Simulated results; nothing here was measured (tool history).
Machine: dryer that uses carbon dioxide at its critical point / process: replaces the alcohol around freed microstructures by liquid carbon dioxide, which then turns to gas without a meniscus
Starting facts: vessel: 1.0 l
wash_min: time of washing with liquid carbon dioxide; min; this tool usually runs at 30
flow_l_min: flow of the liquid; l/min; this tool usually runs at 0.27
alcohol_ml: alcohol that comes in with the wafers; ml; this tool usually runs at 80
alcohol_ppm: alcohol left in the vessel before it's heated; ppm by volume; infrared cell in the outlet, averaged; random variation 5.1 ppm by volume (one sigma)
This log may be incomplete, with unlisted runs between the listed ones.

run	hour	wash_min	flow_l_min	alcohol_ml	alcohol_ppm
1	0	30	0.27	80	141
2	12.9	30	0.27	80	153
3	25.1	30	0.266	80	167
4	37.6	30	0.266	80	159
5	47.1	30	0.266	80	156
6	56.3	30	0.229	80	298
7	66.8	30	0.377	80	94
8	73.1	30	0.377	80	89
9	86.8	40	0.27	80	93
10	94.5	40	0.27	80	100
11	104.3	40	0.27	80	101
12	114.3	30	0.384	80	99
13	127.7	20	0.27	80	917
14	138.7	21	0.339	97	359
15	152.8	21	0.339	97	371
16	166.7	21	0.339	97	346
17	174.3	28	0.321	21	108
18	183.1	30	0.18	30	420
19	193	19	0.246	106	2267
20	200.5	19	0.246	106	2237
21	211.8	30	0.341	35	119
22	226	30	0.27	61	185
23	239.3	31	0.27	81	209
24	253.2	31	0.27	81	202
25	260.8	26	0.202	46	719
26	270.5	19	0.389	25	193

Consider 4 possible next runs. They are alternatives, not a sequence: every one starts from the tool as it was left by run 26. What does each give?
A	281	19	0.389	87	?
B	281	23	0.27	91	?
C	281	45	0.253	29	?
D	281	18	0.217	51	?

run	alcohol_ppm
A	359
B	725
C	130
D	2259
Stripped of hidden state, with their random variation kept, the same runs would have yielded:
run	alcohol_ppm
A	134
B	368
C	14
D	1541

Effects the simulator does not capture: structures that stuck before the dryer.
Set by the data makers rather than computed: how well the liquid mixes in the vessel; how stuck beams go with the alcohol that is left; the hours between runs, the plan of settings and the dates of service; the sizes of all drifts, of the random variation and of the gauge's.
